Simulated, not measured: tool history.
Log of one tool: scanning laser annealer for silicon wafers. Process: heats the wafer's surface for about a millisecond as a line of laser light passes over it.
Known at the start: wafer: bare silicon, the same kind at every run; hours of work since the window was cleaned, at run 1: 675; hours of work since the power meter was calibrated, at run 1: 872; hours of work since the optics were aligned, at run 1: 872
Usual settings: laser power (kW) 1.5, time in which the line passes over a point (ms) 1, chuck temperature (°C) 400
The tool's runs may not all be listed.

run,hour,laser power (kW),time in which the line passes over a point (ms),chuck temperature (°C),hours of work since the window was cleaned,hours of work since the power meter was calibrated,hours of work since the optics were aligned,highest temperature of the surface (°C)
1,0,1.5,1,400,675,872,872,1168
2,13.8,1.5,0.77,400,685,882,882,1078
3,35.1,1.5,1.15,400,702,898,898,1220
4,54.5,1.5,1.15,400,716,913,913,1220
5,84.1,1.5,1,361,739,936,936,1128
# hour 103: optics aligned, line set to its width
6,106,1.5,1,400,752,949,2,1177
7,134.5,1.5,1,400,774,971,24,1175
8,152.6,1.5,1,400,788,984,38,1178
9,167.8,1.5,1,400,799,996,50,1176
10,190.7,1.629,1,400,817,1014,67,1240
11,216.8,1.629,1,400,837,1034,87,1241
12,233.8,1.629,1,400,850,1047,100,1239
13,250.7,1.5,1,400,863,1059,113,1174
# hour 255.6: window over the wafer cleaned
14,271.4,1.5,1,400,12,1074,127,1171
15,297.9,1.5,1,400,32,1094,148,1170
16,324.6,1.5,1,400,53,1115,168,1172
17,339.2,1.5,1,400,64,1126,179,1171
# hour 342.9: window over the wafer cleaned, once more
18,374.8,1.376,1.06,399,24,1151,205,1140
19,408.9,1.435,1.08,400,51,1177,231,1180
20,430.7,1.435,1.08,400,67,1194,248,1180
21,446.8,1.435,1.08,375,80,1206,260,1154
22,471.5,1.396,0.88,390,98,1225,279,1078
23,495.5,1.396,0.88,390,117,1244,297,1080
24,513,1.599,1.13,429,130,1257,311,1317
25,529.2,1.546,0.97,433,142,1269,323,1230
26,561.3,1.481,1.21,386,167,1294,348,1232
27,588.9,1.481,1.21,386,188,1315,369,1231
28,622.6,1.481,1.21,386,214,1341,394,1229
29,655,1.644,0.71,412,239,1366,419,1142
30,678.5,1.644,0.71,412,257,1384,437,1138
31,707.2,1.595,1.06,412,279,1406,459,1261
32,740.1,1.531,0.95,437,304,1431,484,1214

Measured less the same run without the tool's hidden state. The same run-to-run variation is in both; the gauge's scatter may not be:
The hidden state here: light that passes the window, % of a clean one's; laser's true power over the reading, %; width of the line over the set one, %; drift of the gauge itself on peak_c, C.
run,highest temperature of the surface (°C)
1,-22
2,-19
3,-24
4,-25
5,-24
6,-15
7,-16
8,-16
9,-16
10,-19
11,-19
12,-20
13,-19
14,-21
15,-21
16,-22
17,-22
18,-5
19,-6
20,-7
21,-7
22,-6
23,-7
24,-10
25,-9
26,-11
27,-11
28,-12
29,-10
30,-12
31,-14
32,-14

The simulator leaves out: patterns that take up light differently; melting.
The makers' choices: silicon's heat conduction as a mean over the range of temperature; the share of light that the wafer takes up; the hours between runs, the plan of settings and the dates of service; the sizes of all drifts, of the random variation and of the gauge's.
